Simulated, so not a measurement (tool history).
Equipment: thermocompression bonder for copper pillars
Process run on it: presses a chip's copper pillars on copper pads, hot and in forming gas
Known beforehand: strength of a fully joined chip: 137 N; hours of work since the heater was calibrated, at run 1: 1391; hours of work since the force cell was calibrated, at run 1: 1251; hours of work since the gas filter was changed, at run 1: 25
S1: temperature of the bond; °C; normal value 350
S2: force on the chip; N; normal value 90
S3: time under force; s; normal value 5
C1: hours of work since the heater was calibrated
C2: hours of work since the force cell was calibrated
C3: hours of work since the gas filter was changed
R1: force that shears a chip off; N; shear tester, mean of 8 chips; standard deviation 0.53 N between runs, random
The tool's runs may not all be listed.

{"run": 1, "hour": 0.0, "S1": 350, "S2": 90, "S3": 5, "C1": 1391, "C2": 1251, "C3": 25, "R1": 57}
{"run": 2, "hour": 51.8, "S1": 350, "S2": 90, "S3": 5, "C1": 1424, "C2": 1284, "C3": 58, "R1": 57.2}
{"run": 3, "hour": 90.0, "S1": 350, "S2": 90, "S3": 5, "C1": 1448, "C2": 1308, "C3": 82, "R1": 57.7}
{"run": 4, "hour": 128.7, "S1": 350, "S2": 90, "S3": 5, "C1": 1472, "C2": 1332, "C3": 106, "R1": 57.1}
{"run": 5, "hour": 170.2, "S1": 350, "S2": 90, "S3": 5, "C1": 1498, "C2": 1358, "C3": 132, "R1": 57.2}
{"run": 6, "hour": 211.3, "S1": 350, "S2": 90, "S3": 7, "C1": 1524, "C2": 1384, "C3": 158, "R1": 64.8}
{"run": 7, "hour": 242.7, "S1": 340, "S2": 90, "S3": 5, "C1": 1544, "C2": 1404, "C3": 178, "R1": 52.6}
{"run": 8, "hour": 274.1, "S1": 340, "S2": 90, "S3": 5, "C1": 1564, "C2": 1423, "C3": 198, "R1": 53}
{"run": 9, "hour": 299.6, "S1": 350, "S2": 90, "S3": 3, "C1": 1580, "C2": 1439, "C3": 214, "R1": 45.7}
{"run": 10, "hour": 327.8, "S1": 332, "S2": 100, "S3": 5, "C1": 1597, "C2": 1457, "C3": 231, "R1": 51.2}
{"run": 11, "hour": 351.0, "S1": 350, "S2": 116, "S3": 5, "C1": 1612, "C2": 1472, "C3": 246, "R1": 64}
{"hour": 357.4, "done": "heater calibrated with a thermocouple chip"}
{"run": 12, "hour": 380.7, "S1": 350, "S2": 116, "S3": 5, "C1": 15, "C2": 1489, "C3": 263, "R1": 64.8}
{"run": 13, "hour": 408.3, "S1": 350, "S2": 116, "S3": 5, "C1": 32, "C2": 1507, "C3": 281, "R1": 65.4}
{"run": 14, "hour": 449.7, "S1": 351, "S2": 111, "S3": 5, "C1": 58, "C2": 1533, "C3": 307, "R1": 63.9}
{"run": 15, "hour": 478.8, "S1": 328, "S2": 63, "S3": 7, "C1": 76, "C2": 1551, "C3": 325, "R1": 44.5}
{"run": 16, "hour": 511.1, "S1": 364, "S2": 73, "S3": 8, "C1": 97, "C2": 1571, "C3": 345, "R1": 65.5}
{"hour": 527.8, "done": "heater calibrated with a thermocouple chip, once more"}
{"run": 17, "hour": 552.0, "S1": 364, "S2": 73, "S3": 8, "C1": 15, "C2": 1596, "C3": 370, "R1": 61.2}

The logged runs with the hidden state left out (each run's random variation unchanged):
What the log doesn't record here: true temperature of the bond over the reading, C; force that reaches the chip, % of what is set; oxide that the forming gas leaves, % of the face; drift of the gauge itself on shear_n, %.
run=1 R1=56.5
run=2 R1=56.9
run=3 R1=57.6
run=4 R1=57.1
run=5 R1=57.4
run=6 R1=65.3
run=7 R1=52.9
run=8 R1=53.5
run=9 R1=46.2
run=10 R1=51.8
run=11 R1=65.1
run=12 R1=64.8
run=13 R1=65.5
run=14 R1=64.2
run=15 R1=44.3
run=16 R1=66.4
run=17 R1=66.8

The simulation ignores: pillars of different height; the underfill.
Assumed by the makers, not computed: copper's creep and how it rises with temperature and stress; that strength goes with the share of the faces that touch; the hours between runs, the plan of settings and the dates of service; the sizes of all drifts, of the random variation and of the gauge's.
